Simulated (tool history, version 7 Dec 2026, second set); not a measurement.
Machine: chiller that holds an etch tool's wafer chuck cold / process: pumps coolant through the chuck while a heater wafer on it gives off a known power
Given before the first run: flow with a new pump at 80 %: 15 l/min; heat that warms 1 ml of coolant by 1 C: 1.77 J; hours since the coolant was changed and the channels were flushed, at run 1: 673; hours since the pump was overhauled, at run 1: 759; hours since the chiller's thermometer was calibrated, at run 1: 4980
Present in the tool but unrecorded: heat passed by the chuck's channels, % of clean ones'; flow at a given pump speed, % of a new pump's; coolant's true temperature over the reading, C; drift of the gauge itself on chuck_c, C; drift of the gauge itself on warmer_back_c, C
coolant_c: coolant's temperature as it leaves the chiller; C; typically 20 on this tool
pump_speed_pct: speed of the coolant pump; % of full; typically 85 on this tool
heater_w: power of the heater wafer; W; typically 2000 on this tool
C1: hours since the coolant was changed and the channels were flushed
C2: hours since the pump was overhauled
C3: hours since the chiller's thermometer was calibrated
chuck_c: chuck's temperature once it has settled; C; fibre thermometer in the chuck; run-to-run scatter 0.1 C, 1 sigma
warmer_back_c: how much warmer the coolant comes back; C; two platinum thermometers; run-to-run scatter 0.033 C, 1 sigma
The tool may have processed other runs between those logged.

{"run": 1, "hour": 0.0, "coolant_c": 20, "pump_speed_pct": 85, "heater_w": 2000, "C1": 673, "C2": 759, "C3": 4980, "chuck_c": 32.9, "warmer_back_c": 4.24}
{"run": 2, "hour": 20.2, "coolant_c": 20, "pump_speed_pct": 85, "heater_w": 2000, "C1": 693, "C2": 780, "C3": 5000, "chuck_c": 32.9, "warmer_back_c": 4.3}
{"run": 3, "hour": 42.7, "coolant_c": 22, "pump_speed_pct": 85, "heater_w": 2000, "C1": 716, "C2": 802, "C3": 5022, "chuck_c": 34.8, "warmer_back_c": 4.29}
{"run": 4, "hour": 68.9, "coolant_c": 22, "pump_speed_pct": 85, "heater_w": 2000, "C1": 742, "C2": 828, "C3": 5049, "chuck_c": 35.0, "warmer_back_c": 4.26}
{"run": 5, "hour": 87.4, "coolant_c": 22, "pump_speed_pct": 85, "heater_w": 2000, "C1": 761, "C2": 847, "C3": 5067, "chuck_c": 35.0, "warmer_back_c": 4.28}
{"run": 6, "hour": 101.4, "coolant_c": 22, "pump_speed_pct": 85, "heater_w": 2000, "C1": 775, "C2": 861, "C3": 5081, "chuck_c": 34.9, "warmer_back_c": 4.29}
{"run": 7, "hour": 131.6, "coolant_c": 22, "pump_speed_pct": 61, "heater_w": 2000, "C1": 805, "C2": 891, "C3": 5111, "chuck_c": 39.2, "warmer_back_c": 6.13}
{"run": 8, "hour": 152.9, "coolant_c": 22, "pump_speed_pct": 61, "heater_w": 2000, "C1": 826, "C2": 912, "C3": 5133, "chuck_c": 39.1, "warmer_back_c": 6.14}
{"run": 9, "hour": 185.6, "coolant_c": 14, "pump_speed_pct": 85, "heater_w": 2000, "C1": 859, "C2": 945, "C3": 5165, "chuck_c": 26.8, "warmer_back_c": 4.3}
{"run": 10, "hour": 203.7, "coolant_c": 20, "pump_speed_pct": 80, "heater_w": 2980, "C1": 877, "C2": 963, "C3": 5183, "chuck_c": 40.4, "warmer_back_c": 6.8}
{"hour": 210.4, "done": "coolant pump overhauled"}
{"run": 11, "hour": 227.7, "coolant_c": 24, "pump_speed_pct": 87, "heater_w": 1022, "C1": 896, "C2": 17, "C3": 5202, "chuck_c": 30.2, "warmer_back_c": 2.17}
{"run": 12, "hour": 257.0, "coolant_c": 24, "pump_speed_pct": 87, "heater_w": 1022, "C1": 925, "C2": 47, "C3": 5232, "chuck_c": 30.4, "warmer_back_c": 2.1}
{"run": 13, "hour": 280.6, "coolant_c": 18, "pump_speed_pct": 85, "heater_w": 1491, "C1": 949, "C2": 70, "C3": 5255, "chuck_c": 27.6, "warmer_back_c": 3.24}
{"run": 14, "hour": 310.7, "coolant_c": 18, "pump_speed_pct": 85, "heater_w": 1491, "C1": 979, "C2": 100, "C3": 5285, "chuck_c": 27.7, "warmer_back_c": 3.24}
{"run": 15, "hour": 336.9, "coolant_c": 23, "pump_speed_pct": 85, "heater_w": 2529, "C1": 1005, "C2": 126, "C3": 5312, "chuck_c": 39.6, "warmer_back_c": 5.44}
{"run": 16, "hour": 364.2, "coolant_c": 20, "pump_speed_pct": 68, "heater_w": 2000, "C1": 1032, "C2": 154, "C3": 5339, "chuck_c": 35.7, "warmer_back_c": 5.53}
{"hour": 384.0, "done": "coolant pump overhauled, once more"}
{"run": 17, "hour": 388.2, "coolant_c": 20, "pump_speed_pct": 68, "heater_w": 2000, "C1": 1051, "C2": 4, "C3": 5358, "chuck_c": 35.5, "warmer_back_c": 5.47}

Some steps in warmer_back_c, run to run, broken into two amounts with sign: the step expected even without the hidden condition (settings, incoming material, random variation), and the rest, left for the hidden condition together with whatever gauge scatter is not in both the measured and the hidden-condition-free result:
Run 10 -> 11: coolant_c 20 -> 24, pump_speed_pct 80 -> 87, heater_w 2980 -> 1022, coolant pump overhauled. warmer_back_c -4.63 C: hidden state -0.05, all else -4.58.
Run 16 -> 17: coolant pump overhauled, once more. warmer_back_c -0.06 C: hidden state -0.13, all else +0.07.
